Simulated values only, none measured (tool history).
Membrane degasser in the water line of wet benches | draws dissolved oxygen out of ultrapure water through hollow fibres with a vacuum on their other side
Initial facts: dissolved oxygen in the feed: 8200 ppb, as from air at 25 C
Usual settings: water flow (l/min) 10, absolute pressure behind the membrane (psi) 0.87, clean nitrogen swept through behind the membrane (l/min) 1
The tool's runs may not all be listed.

run     day  water flow (l/min)  absolute pressure behind the membrane (psi)  clean nitrogen swept through behind the membrane (l/min)  dissolved oxygen in the water behind the degasser (ppb)  pressure that the water loses in the fibres (psi)
  1       0                  10                                         0.87                                                         1                                                       70                                              8.802
  2   1.133                  10                                         0.87                                                         1                                                     71.5                                               8.75
      1.704  -- vacuum gauge calibrated
  3   2.512                  10                                         1.06                                                         1                                                     97.5                                              8.783
  4   4.042                  10                                         0.87                                                         1                                                     69.6                                               8.75
  5   5.654                  10                                         0.95                                                         1                                                     81.4                                               8.82
  6   7.779                  10                                         0.87                                                         1                                                     67.5                                              8.797
  7   9.492                  10                                         0.87                                                      0.86                                                     80.1                                              8.873
  8  11.158                  10                                         0.87                                                      0.86                                                     77.5                                              8.789
  9  13.579                  10                                         0.87                                                      0.86                                                     78.4                                              8.786
 10  14.617                  10                                         0.87                                                      0.86                                                     78.1                                              8.828
 11  15.796                  10                                         0.87                                                      0.86                                                     77.9                                               8.82
 12  17.983                  10                                         0.87                                                      0.86                                                       80                                              8.785
 13  19.838                  10                                         0.87                                                      0.86                                                     77.9                                              8.815
 14  21.008                  13                                         0.87                                                      0.86                                                    104.2                                             11.523
 15  22.875                   6                                         0.87                                                      0.86                                                     48.3                                              5.304
 16  25.267                   6                                         0.87                                                      0.86                                                     47.9                                              5.317
 17  26.654                  16                                        1.827                                                      0.48                                                    642.7                                             14.066
 18    28.5                  13                                        1.827                                                      0.48                                                    525.6                                             11.436
 19  30.925                  10                                         0.87                                                      0.57                                                    111.7                                               8.81
 20  32.867                  10                                         0.87                                                      0.57                                                    112.3                                              8.775
 21  34.562                  10                                         0.87                                                      0.57                                                    113.5                                              8.797
 22  36.967                   8                                         0.87                                                      1.58                                                       36                                              7.079
 23  38.946                   9                                        0.647                                                      0.63                                                     42.4                                              7.965
 24  40.362                   9                                        0.647                                                      0.63                                                     43.1                                              7.926
 25  41.592                   9                                         2.11                                                      1.31                                                    190.4                                              7.955
 26  43.708                   9                                         2.11                                                      1.31                                                    188.6                                              7.936
 27  44.883                  13                                         0.87                                                      1.31                                                     75.1                                              11.49
 28  46.183                   8                                        1.871                                                      0.65                                                    282.8                                              7.046
 29  48.725                  14                                        1.237                                                      1.39                                                    138.5                                             12.328
 30  49.829                  14                                        1.237                                                      1.39                                                    138.7                                             12.354
 31  51.829                   8                                        0.783                                                      0.44                                                     92.2                                               7.06
 32  53.779                   8                                        0.783                                                      0.44                                                     92.6                                               7.06

What if the next run were any one of these 4? Each begins from the tool's condition after run 32:
  A  56.154                   8                                        1.707                                                      0.62                                                        ?                                                  ?
  B  56.154                  13                                        1.234                                                      0.44                                                        ?                                                  ?
  C  56.154                   9                                        0.783                                                      0.44                                                        ?                                                  ?
  D  56.154                  10                                        0.901                                                      0.84                                                        ?                                                  ?

run  dissolved oxygen in the water behind the degasser (ppb)  pressure that the water loses in the fibres (psi)
  A                                                      263                                              7.023
  B                                                    326.2                                             11.445
  C                                                    101.8                                              8.002
  D                                                     86.5                                              8.844
Without the tool's hidden state the same runs would have given:
run  dissolved oxygen in the water behind the degasser (ppb)  pressure that the water loses in the fibres (psi)
  A                                                    255.8                                              6.972
  B                                                    323.8                                             11.364
  C                                                    100.2                                              7.944
  D                                                     84.6                                              8.782
